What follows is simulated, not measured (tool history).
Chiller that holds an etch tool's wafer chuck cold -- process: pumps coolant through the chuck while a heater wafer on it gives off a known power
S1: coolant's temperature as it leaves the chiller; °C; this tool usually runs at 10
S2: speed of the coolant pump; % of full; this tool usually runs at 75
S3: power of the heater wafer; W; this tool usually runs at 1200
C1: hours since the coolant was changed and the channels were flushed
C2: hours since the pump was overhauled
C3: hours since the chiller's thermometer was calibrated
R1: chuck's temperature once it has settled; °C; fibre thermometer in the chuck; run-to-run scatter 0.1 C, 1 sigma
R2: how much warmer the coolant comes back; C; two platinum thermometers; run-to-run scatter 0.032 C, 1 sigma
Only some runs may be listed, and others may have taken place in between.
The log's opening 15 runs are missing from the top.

{"run": 16, "day": 31.042, "S1": 10, "S2": 75, "S3": 1037, "C1": 957, "C2": 3131, "C3": 2169, "R1": 19.7, "R2": 3.43}
{"run": 17, "day": 33.233, "S1": 10, "S2": 75, "S3": 1037, "C1": 1009, "C2": 3184, "C3": 2222, "R1": 19.8, "R2": 3.41}
{"run": 18, "day": 34.504, "S1": 3, "S2": 75, "S3": 1037, "C1": 1040, "C2": 3214, "C3": 2252, "R1": 12.7, "R2": 3.44}
{"run": 19, "day": 36.2, "S1": 1, "S2": 60, "S3": 714, "C1": 1081, "C2": 3255, "C3": 2293, "R1": 8.6, "R2": 2.98}
{"run": 20, "day": 37.404, "S1": 1, "S2": 60, "S3": 714, "C1": 1109, "C2": 3284, "C3": 2322, "R1": 9.0, "R2": 2.92}
{"run": 21, "day": 38.954, "S1": 18, "S2": 91, "S3": 1032, "C1": 1147, "C2": 3321, "C3": 2359, "R1": 26.5, "R2": 2.78}
{"run": 22, "day": 40.662, "S1": 2, "S2": 86, "S3": 1200, "C1": 1188, "C2": 3362, "C3": 2400, "R1": 12.1, "R2": 3.47}
{"run": 23, "day": 42.229, "S1": 6, "S2": 97, "S3": 1251, "C1": 1225, "C2": 3400, "C3": 2438, "R1": 15.7, "R2": 3.21}
{"run": 24, "day": 44.154, "S1": 3, "S2": 63, "S3": 1200, "C1": 1271, "C2": 3446, "C3": 2484, "R1": 15.9, "R2": 4.76}
{"run": 25, "day": 45.517, "S1": 3, "S2": 63, "S3": 1200, "C1": 1304, "C2": 3478, "C3": 2517, "R1": 15.7, "R2": 4.8}
{"run": 26, "day": 47.996, "S1": 3, "S2": 63, "S3": 1200, "C1": 1364, "C2": 3538, "C3": 2576, "R1": 15.8, "R2": 4.78}
{"run": 27, "day": 49.429, "S1": 3, "S2": 63, "S3": 1200, "C1": 1398, "C2": 3572, "C3": 2611, "R1": 15.7, "R2": 4.76}
{"run": 28, "day": 52.271, "S1": 3, "S2": 63, "S3": 1200, "C1": 1466, "C2": 3641, "C3": 2679, "R1": 15.7, "R2": 4.8}
{"run": 29, "day": 54.192, "S1": 19, "S2": 75, "S3": 1200, "C1": 1512, "C2": 3687, "C3": 2725, "R1": 30.2, "R2": 4.01}
{"run": 30, "day": 56.946, "S1": 19, "S2": 75, "S3": 1200, "C1": 1578, "C2": 3753, "C3": 2791, "R1": 30.4, "R2": 4.04}
{"run": 31, "day": 58.812, "S1": 19, "S2": 85, "S3": 1200, "C1": 1623, "C2": 3798, "C3": 2836, "R1": 29.6, "R2": 3.56}

Branching from run 31: 4 alternative next runs. What would each branch give?
{"run": "A", "day": 61.508, "S1": 8, "S2": 62, "S3": 873, "C1": 1688, "C2": 3862, "C3": 2900, "R1": "?", "R2": "?"}
{"run": "B", "day": 61.508, "S1": 5, "S2": 66, "S3": 734, "C1": 1688, "C2": 3862, "C3": 2900, "R1": "?", "R2": "?"}
{"run": "C", "day": 61.508, "S1": 10, "S2": 97, "S3": 1112, "C1": 1688, "C2": 3862, "C3": 2900, "R1": "?", "R2": "?"}
{"run": "D", "day": 61.508, "S1": 19, "S2": 75, "S3": 1539, "C1": 1688, "C2": 3862, "C3": 2900, "R1": "?", "R2": "?"}

run=A R1=17.6 R2=3.56
run=B R1=13.0 R2=2.81
run=C R1=19.1 R2=2.97
run=D R1=33.8 R2=5.19
Had the tool no hidden state, the same runs would have come out as:
run=A R1=16.0 R2=3.17
run=B R1=11.7 R2=2.51
run=C R1=17.7 R2=2.66
run=D R1=31.7 R2=4.63
